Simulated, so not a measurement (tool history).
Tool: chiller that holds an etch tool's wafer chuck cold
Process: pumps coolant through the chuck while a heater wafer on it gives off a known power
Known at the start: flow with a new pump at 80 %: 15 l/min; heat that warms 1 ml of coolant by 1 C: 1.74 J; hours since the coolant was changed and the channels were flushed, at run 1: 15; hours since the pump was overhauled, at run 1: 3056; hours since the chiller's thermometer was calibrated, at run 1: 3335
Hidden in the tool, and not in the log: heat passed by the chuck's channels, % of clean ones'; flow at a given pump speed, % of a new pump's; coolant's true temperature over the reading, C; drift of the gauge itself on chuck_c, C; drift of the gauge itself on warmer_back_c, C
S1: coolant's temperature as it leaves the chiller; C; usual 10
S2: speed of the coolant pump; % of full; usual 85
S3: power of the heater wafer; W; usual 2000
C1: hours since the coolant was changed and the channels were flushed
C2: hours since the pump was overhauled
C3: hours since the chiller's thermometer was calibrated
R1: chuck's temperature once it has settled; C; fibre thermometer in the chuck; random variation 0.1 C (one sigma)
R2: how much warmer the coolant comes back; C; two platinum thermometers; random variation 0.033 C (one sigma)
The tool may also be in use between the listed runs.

Run 1, hour 0: usual settings; C1 15; C2 3056; C3 3335. Result: R1 30.5 C, R2 4.28 C.
Run 2, hour 153.2: usual settings; C1 168; C2 3209; C3 3488. Result: R1 30.5 C, R2 4.3 C.
Run 3, hour 246.7: usual settings but S2 84 % of full; C1 261; C2 3303; C3 3581. Result: R1 30.7 C, R2 4.33 C.
Run 4, hour 397.4: usual settings but S2 84 % of full; C1 412; C2 3454; C3 3732. Result: R1 30.8 C, R2 4.4 C.
Run 5, hour 515.4: usual settings; C1 530; C2 3572; C3 3850. Result: R1 30.5 C, R2 4.23 C.
At hour 649: chiller's thermometer calibrated.
Run 6, hour 672.4: usual settings but S2 65 % of full; C1 686; C2 3728; C3 23. Result: R1 34.9 C, R2 5.8 C.
Run 7, hour 803.5: usual settings; C1 817; C2 3859; C3 154. Result: R1 30.5 C, R2 4.28 C.
Run 8, hour 985.7: usual settings but S1 8 C; C1 999; C2 4041; C3 337. Result: R1 28.4 C, R2 4.25 C.
Run 9, hour 1100: usual settings but S1 8 C, S2 73 % of full; C1 1114; C2 4155; C3 451. Result: R1 31.1 C, R2 5.14 C.
Run 10, hour 1261.5: usual settings but S1 8 C, S2 73 % of full; C1 1275; C2 4317; C3 612. Result: R1 30.9 C, R2 5.13 C.
Run 11, hour 1413: usual settings but S1 8 C, S2 73 % of full; C1 1427; C2 4468; C3 764. Result: R1 31 C, R2 5.22 C.
Run 12, hour 1500.8: usual settings but S3 1113 W; C1 1514; C2 4556; C3 852. Result: R1 21.5 C, R2 2.4 C.
Run 13, hour 1631.9: usual settings; C1 1646; C2 4687; C3 983. Result: R1 30.4 C, R2 4.43 C.
Run 14, hour 1721.7: usual settings; C1 1735; C2 4777; C3 1073. Result: R1 30.7 C, R2 4.33 C.
Run 15, hour 1861.3: usual settings; C1 1875; C2 4917; C3 1212. Result: R1 30.6 C, R2 4.3 C.
Run 16, hour 2056.7: usual settings; C1 2070; C2 5112; C3 1408. Result: R1 30.5 C, R2 4.35 C.
Run 17, hour 2257.7: usual settings but S1 8 C; C1 2271; C2 5313; C3 1609. Result: R1 28.7 C, R2 4.41 C.
Run 18, hour 2444.4: usual settings but S1 1 C, S2 91 % of full, S3 1680 W; C1 2458; C2 5500; C3 1795. Result: R1 17.5 C, R2 3.41 C.
Run 19, hour 2555.1: usual settings but S1 1 C, S2 91 % of full, S3 1680 W; C1 2569; C2 5610; C3 1906. Result: R1 17.3 C, R2 3.47 C.
Run 20, hour 2733.4: usual settings but S1 2 C, S2 83 % of full, S3 1315 W; C1 2747; C2 5789; C3 2084. Result: R1 15.9 C, R2 3.01 C.
Run 21, hour 2901.7: usual settings but S1 2 C, S2 83 % of full, S3 1315 W; C1 2915; C2 5957; C3 2253. Result: R1 15.7 C, R2 2.98 C.
Run 22, hour 3100.8: usual settings but S1 7 C, S2 91 % of full, S3 2408 W; C1 3114; C2 6156; C3 2452. Result: R1 30.8 C, R2 4.91 C.
Run 23, hour 3281.8: usual settings but S1 14 C, S2 74 % of full, S3 2517 W; C1 3295; C2 6337; C3 2633. Result: R1 42.5 C, R2 6.42 C.
Run 24, hour 3480.2: usual settings but S1 8 C, S2 63 % of full, S3 1527 W; C1 3494; C2 6535; C3 2831. Result: R1 27.7 C, R2 4.78 C.
Run 25, hour 3670.3: usual settings but S1 8 C, S2 63 % of full, S3 1527 W; C1 3684; C2 6726; C3 3021. Result: R1 27.6 C, R2 4.79 C.
Run 26, hour 3870.6: usual settings but S1 8 C, S2 63 % of full, S3 1527 W; C1 3884; C2 6926; C3 3222. Result: R1 27.6 C, R2 4.74 C.
Run 27, hour 4073.7: usual settings but S1 6 C, S3 1693 W; C1 4087; C2 7129; C3 3425. Result: R1 23.4 C, R2 3.79 C.
Run 28, hour 4190: usual settings but S1 11 C, S2 97 % of full, S3 1693 W; C1 4204; C2 7245; C3 3541. Result: R1 26.7 C, R2 3.33 C.
Run 29, hour 4306.5: usual settings but S1 11 C, S2 97 % of full, S3 2328 W; C1 4320; C2 7362; C3 3658. Result: R1 32.7 C, R2 4.46 C.
Run 30, hour 4493.2: usual settings but S1 11 C, S2 97 % of full, S3 2328 W; C1 4507; C2 7548; C3 3844. Result: R1 32.8 C, R2 4.52 C.
At hour 4625.8: chiller's thermometer calibrated.
Run 31, hour 4683.1: usual settings but S1 11 C, S2 97 % of full, S3 2328 W; C1 4696; C2 7737; C3 57. Result: R1 32.9 C, R2 4.53 C.
Run 32, hour 4773.7: usual settings but S1 11 C, S2 97 % of full, S3 2328 W; C1 4786; C2 7828; C3 148. Result: R1 32.9 C, R2 4.47 C.
Run 33, hour 4972.4: usual settings but S1 18 C, S3 1589 W; C1 4985; C2 8027; C3 347. Result: R1 34.3 C, R2 3.6 C.

Measured less the same run without the tool's hidden state. The same run-to-run variation is in both; the gauge's scatter may not be:
run     R2
  1     +0
  2  +0.01
  3  +0.02
  4  +0.02
  5  +0.02
  6  +0.03
  7  +0.03
  8  +0.04
  9  +0.05
 10  +0.05
 11  +0.06
 12  +0.06
 13  +0.07
 14  +0.07
 15  +0.07
 16  +0.08
 17   +0.1
 18   +0.1
 19   +0.1
 20  +0.11
 21  +0.12
 22  +0.13
 23  +0.13
 24  +0.14
 25  +0.15
 26  +0.16
 27  +0.17
 28  +0.17
 29  +0.18
 30  +0.18
 31  +0.19
 32   +0.2
 33   +0.2
R1: within 0.1 C of the measured result in every run.
